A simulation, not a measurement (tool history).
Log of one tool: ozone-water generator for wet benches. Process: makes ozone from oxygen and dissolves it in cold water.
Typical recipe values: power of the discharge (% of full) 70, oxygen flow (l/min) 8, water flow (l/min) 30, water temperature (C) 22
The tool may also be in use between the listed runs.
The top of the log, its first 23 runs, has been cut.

run,hour,power of the discharge (% of full),oxygen flow (l/min),water flow (l/min),water temperature (C),hours of work since the electrodes were changed,hours of work since the contactor was cleaned,hours of work since the thermometer was calibrated,dissolved ozone (ppm),ozone in the gas ahead of the water (g/m3)
24,1645.3,41,8,30,18,3341,5132,323,8.9,126.3
25,1728.7,70,8,36,22,3402,5193,384,10.5,182.2
# hour 1754.4: water thermometer calibrated, once more
26,1779.3,43,6.54,30,22,3439,5230,18,8.8,142.7
27,1869.4,43,6.54,30,22,3505,5296,84,8.9,141.3
28,1952.2,91,4.53,21,18,3566,5357,145,21.9,290.5
29,2000.4,91,8.19,26,20,3601,5392,181,17.7,215.6
30,2082.9,49,4.99,37,24,3662,5452,241,7.4,175.2
31,2139.5,49,4.99,37,24,3703,5494,283,7.2,175.7
32,2184.7,69,4.99,37,26,3737,5527,316,9.1,227.6
33,2223.3,69,4.99,37,26,3765,5556,344,8.8,224.8
34,2291.3,44,9.47,37,17,3815,5606,394,7.8,119.9

Predict each of these 3 candidate next runs independently; none follows another, all start after run 34:
A,2368.8,44,5.12,37,17,3872,5662,451,?,?
B,2368.8,70,8,23,22,3872,5662,451,?,?
C,2368.8,70,11.57,45,18,3872,5662,451,?,?

run,dissolved ozone (ppm),ozone in the gas ahead of the water (g/m3)
A,7.1,161.8
B,15.5,181.7
C,8.9,151.2
With the hidden condition removed and each run's random variation left untouched, the same runs would have given:
run,dissolved ozone (ppm),ozone in the gas ahead of the water (g/m3)
A,9,174.9
B,20.1,205.1
C,11.8,170.7
